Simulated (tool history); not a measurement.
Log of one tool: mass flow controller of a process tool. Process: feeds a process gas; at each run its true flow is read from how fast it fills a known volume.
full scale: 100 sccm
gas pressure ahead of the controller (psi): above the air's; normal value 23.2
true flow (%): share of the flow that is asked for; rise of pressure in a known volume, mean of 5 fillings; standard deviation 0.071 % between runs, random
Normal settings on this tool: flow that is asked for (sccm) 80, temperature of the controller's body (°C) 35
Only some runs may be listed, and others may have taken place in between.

run   hour  flow that is asked for (sccm)  gas pressure ahead of the controller (psi)  temperature of the controller's body (°C)  true flow (%)
  1    0.0                             80                                        23.2                                         35         100.76
  2  190.4                             80                                        23.2                                         35         100.71
  3  329.6                             80                                        23.2                                         35         100.67
  4  478.0                             80                                        23.2                                         35         100.61
  5  639.3                             33                                        23.2                                         35          99.36
  6  833.9                             33                                        23.2                                         35          99.40

Run 7 is up next; what results do you expect?
  7  932.7                             33                                        23.2                                         35              ?

{"run 7": {"true flow (%)": 99.3}}
Without the tool's hidden state the same run would have given true flow (%) 99.74.

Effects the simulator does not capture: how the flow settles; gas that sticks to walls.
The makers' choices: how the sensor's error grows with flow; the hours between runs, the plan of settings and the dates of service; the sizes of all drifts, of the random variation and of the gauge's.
